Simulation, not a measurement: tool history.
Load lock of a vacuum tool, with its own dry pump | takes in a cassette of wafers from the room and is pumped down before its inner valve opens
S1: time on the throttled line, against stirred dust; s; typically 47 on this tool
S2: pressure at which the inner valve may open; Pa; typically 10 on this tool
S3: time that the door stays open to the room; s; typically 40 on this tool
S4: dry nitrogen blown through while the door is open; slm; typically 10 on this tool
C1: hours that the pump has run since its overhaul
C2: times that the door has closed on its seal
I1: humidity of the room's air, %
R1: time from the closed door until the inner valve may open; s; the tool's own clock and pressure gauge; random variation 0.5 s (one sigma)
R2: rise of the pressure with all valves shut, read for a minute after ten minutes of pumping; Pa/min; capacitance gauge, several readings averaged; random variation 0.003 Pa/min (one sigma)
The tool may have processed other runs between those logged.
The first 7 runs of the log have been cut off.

Run 8, hour 582.8: usual settings but S2 11 Pa; C1 3097; C2 11730; I1 49.3. Result: R1 67.5 s, R2 0.085 Pa/min.
Run 9, hour 661: usual settings; C1 3176; C2 12099; I1 44.1. Result: R1 67.5 s, R2 0.085 Pa/min.
Run 10, hour 811.2: usual settings; C1 3326; C2 12809; I1 47.3. Result: R1 69 s, R2 0.09 Pa/min.
Run 11, hour 940.1: usual settings; C1 3455; C2 13419; I1 50.1. Result: R1 67.3 s, R2 0.093 Pa/min.
Run 12, hour 1042.9: usual settings; C1 3558; C2 13905; I1 46. Result: R1 68.2 s, R2 0.089 Pa/min.
Run 13, hour 1145.3: usual settings; C1 3660; C2 14390; I1 44.4. Result: R1 68.3 s, R2 0.092 Pa/min.
Run 14, hour 1280.8: usual settings; C1 3795; C2 15030; I1 47. Result: R1 68 s, R2 0.098 Pa/min.
Run 15, hour 1381.4: usual settings; C1 3896; C2 15506; I1 44.2. Result: R1 68 s, R2 0.101 Pa/min.
Run 16, hour 1500.2: usual settings but S2 8 Pa; C1 4015; C2 16068; I1 43.1. Result: R1 69.7 s, R2 0.097 Pa/min.
Run 17, hour 1571.2: usual settings but S2 8 Pa; C1 4086; C2 16404; I1 46.6. Result: R1 68 s, R2 0.106 Pa/min.
Run 18, hour 1711.4: usual settings but S2 8 Pa; C1 4226; C2 17066; I1 43.8. Result: R1 69.5 s, R2 0.109 Pa/min.
Run 19, hour 1848.5: usual settings but S2 8 Pa; C1 4363; C2 17715; I1 46.1. Result: R1 69.2 s, R2 0.12 Pa/min.
Run 20, hour 1989.9: usual settings but S1 24 s, S2 9 Pa, S3 38 s, S4 15 slm; C1 4505; C2 18384; I1 45.8. Result: R1 48.8 s, R2 0.114 Pa/min.
Run 21, hour 2094.8: usual settings but S4 7 slm; C1 4609; C2 18879; I1 44.2. Result: R1 68.1 s, R2 0.117 Pa/min.
Run 22, hour 2246.8: usual settings but S3 67 s; C1 4761; C2 19598; I1 45.2. Result: R1 68.1 s, R2 0.132 Pa/min.
Run 23, hour 2335.5: usual settings but S1 86 s, S2 7 Pa, S3 31 s, S4 17 slm; C1 4850; C2 20018; I1 46.1. Result: R1 102.8 s, R2 0.115 Pa/min.
Run 24, hour 2401: usual settings but S1 36 s, S2 9 Pa, S3 31 s, S4 17 slm; C1 4916; C2 20328; I1 50.5. Result: R1 59.5 s, R2 0.126 Pa/min.
Run 25, hour 2515.9: usual settings but S1 70 s, S2 8 Pa, S3 142 s, S4 30 slm; C1 5031; C2 20871; I1 45.7. Result: R1 87.9 s, R2 0.145 Pa/min.
Run 26, hour 2590.1: usual settings but S1 62 s, S2 15 Pa; C1 5105; C2 21222; I1 44.8. Result: R1 80.6 s, R2 0.131 Pa/min.
Run 27, hour 2699: usual settings but S2 14 Pa, S3 34 s; C1 5214; C2 21737; I1 46.3. Result: R1 67.8 s, R2 0.133 Pa/min.
Run 28, hour 2833: usual settings but S2 14 Pa, S3 34 s; C1 5348; C2 22370; I1 44.6. Result: R1 67.6 s, R2 0.134 Pa/min.
Run 29, hour 2896.5: usual settings but S2 14 Pa, S3 34 s; C1 5411; C2 22671; I1 42.5. Result: R1 66.8 s, R2 0.139 Pa/min.
Run 30, hour 3021.6: usual settings but S2 14 Pa, S3 34 s; C1 5536; C2 23263; I1 44.4. Result: R1 67.6 s, R2 0.144 Pa/min.
Run 31, hour 3138.4: usual settings but S2 14 Pa, S3 34 s; C1 5653; C2 23815; I1 45. Result: R1 67.1 s, R2 0.147 Pa/min.
Run 32, hour 3226: usual settings but S3 159 s; C1 5741; C2 24229; I1 44.4. Result: R1 69.2 s, R2 0.177 Pa/min.

Run 33 is up next; what results do you expect?
Run 33, hour 3306.8: usual settings but S1 52 s, S3 159 s; C1 5822; C2 24611; I1 44.6. Result: R1 ?, R2 ?.

{"run 33": {"R1": 74.3, "R2": 0.187}}
Without the tool's hidden state the same run would have given R1 72.1 s, R2 0.066 Pa/min.

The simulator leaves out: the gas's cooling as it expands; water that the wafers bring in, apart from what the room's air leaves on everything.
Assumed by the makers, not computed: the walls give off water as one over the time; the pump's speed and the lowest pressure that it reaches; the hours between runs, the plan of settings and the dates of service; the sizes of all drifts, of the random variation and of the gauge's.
